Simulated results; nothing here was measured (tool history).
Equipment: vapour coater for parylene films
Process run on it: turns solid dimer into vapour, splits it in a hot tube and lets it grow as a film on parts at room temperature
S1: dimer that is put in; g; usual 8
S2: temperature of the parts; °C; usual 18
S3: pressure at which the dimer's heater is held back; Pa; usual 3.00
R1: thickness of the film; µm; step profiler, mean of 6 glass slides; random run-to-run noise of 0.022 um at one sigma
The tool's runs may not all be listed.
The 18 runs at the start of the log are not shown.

{"run": 19, "hour": 915.7, "S1": 6, "S2": 14, "S3": 3.0, "R1": 0.98}
{"run": 20, "hour": 970.7, "S1": 6, "S2": 14, "S3": 3.0, "R1": 0.97}
{"run": 21, "hour": 1025.1, "S1": 6, "S2": 18, "S3": 3.0, "R1": 0.89}
{"run": 22, "hour": 1081.8, "S1": 13, "S2": 18, "S3": 3.85, "R1": 1.86}
{"hour": 1131.4, "done": "table's thermometer calibrated"}
{"run": 23, "hour": 1135.7, "S1": 12, "S2": 12, "S3": 3.0, "R1": 2.01}
{"run": 24, "hour": 1196.0, "S1": 5, "S2": 18, "S3": 11.36, "R1": 0.59}
{"run": 25, "hour": 1245.7, "S1": 8, "S2": 18, "S3": 3.76, "R1": 1.17}
{"run": 26, "hour": 1284.7, "S1": 3, "S2": 25, "S3": 2.87, "R1": 0.41}
{"run": 27, "hour": 1323.6, "S1": 3, "S2": 25, "S3": 2.87, "R1": 0.4}
{"run": 28, "hour": 1376.2, "S1": 4, "S2": 27, "S3": 3.0, "R1": 0.53}
{"run": 29, "hour": 1440.7, "S1": 8, "S2": 27, "S3": 3.0, "R1": 1.02}
{"run": 30, "hour": 1506.0, "S1": 10, "S2": 23, "S3": 9.73, "R1": 1.09}
{"run": 31, "hour": 1562.6, "S1": 4, "S2": 18, "S3": 2.91, "R1": 0.61}
{"run": 32, "hour": 1632.7, "S1": 14, "S2": 17, "S3": 8.77, "R1": 1.74}
{"hour": 1641.4, "done": "trap's valve overhauled"}
{"run": 33, "hour": 1690.9, "S1": 14, "S2": 17, "S3": 8.77, "R1": 1.72}
{"run": 34, "hour": 1742.0, "S1": 8, "S2": 18, "S3": 4.75, "R1": 1.13}
{"run": 35, "hour": 1783.8, "S1": 12, "S2": 17, "S3": 3.0, "R1": 1.86}
{"run": 36, "hour": 1850.0, "S1": 12, "S2": 17, "S3": 3.0, "R1": 1.85}
{"run": 37, "hour": 1914.4, "S1": 5, "S2": 17, "S3": 3.0, "R1": 0.74}
{"run": 38, "hour": 1967.9, "S1": 11, "S2": 12, "S3": 11.7, "R1": 1.41}
{"run": 39, "hour": 2029.6, "S1": 4, "S2": 10, "S3": 2.28, "R1": 0.73}
{"run": 40, "hour": 2071.5, "S1": 4, "S2": 16, "S3": 2.06, "R1": 0.71}
{"run": 41, "hour": 2142.5, "S1": 4, "S2": 16, "S3": 2.06, "R1": 0.65}
{"run": 42, "hour": 2201.0, "S1": 6, "S2": 19, "S3": 2.54, "R1": 0.92}

Below are 5 alternative next runs, each starting from the tool's condition after run 42. Predict each:
{"run": "A", "hour": 2266.9, "S1": 9, "S2": 28, "S3": 7.39, "R1": "?"}
{"run": "B", "hour": 2266.9, "S1": 5, "S2": 24, "S3": 9.33, "R1": "?"}
{"run": "C", "hour": 2266.9, "S1": 6, "S2": 19, "S3": 3.76, "R1": "?"}
{"run": "D", "hour": 2266.9, "S1": 5, "S2": 13, "S3": 3.08, "R1": "?"}
{"run": "E", "hour": 2266.9, "S1": 7, "S2": 15, "S3": 2.93, "R1": "?"}

run=A R1=0.95
run=B R1=0.54
run=C R1=0.84
run=D R1=0.83
run=E R1=1.11
Had the tool no hidden state, the same runs would have come out as:
run=A R1=0.96
run=B R1=0.54
run=C R1=0.84
run=D R1=0.84
run=E R1=1.12
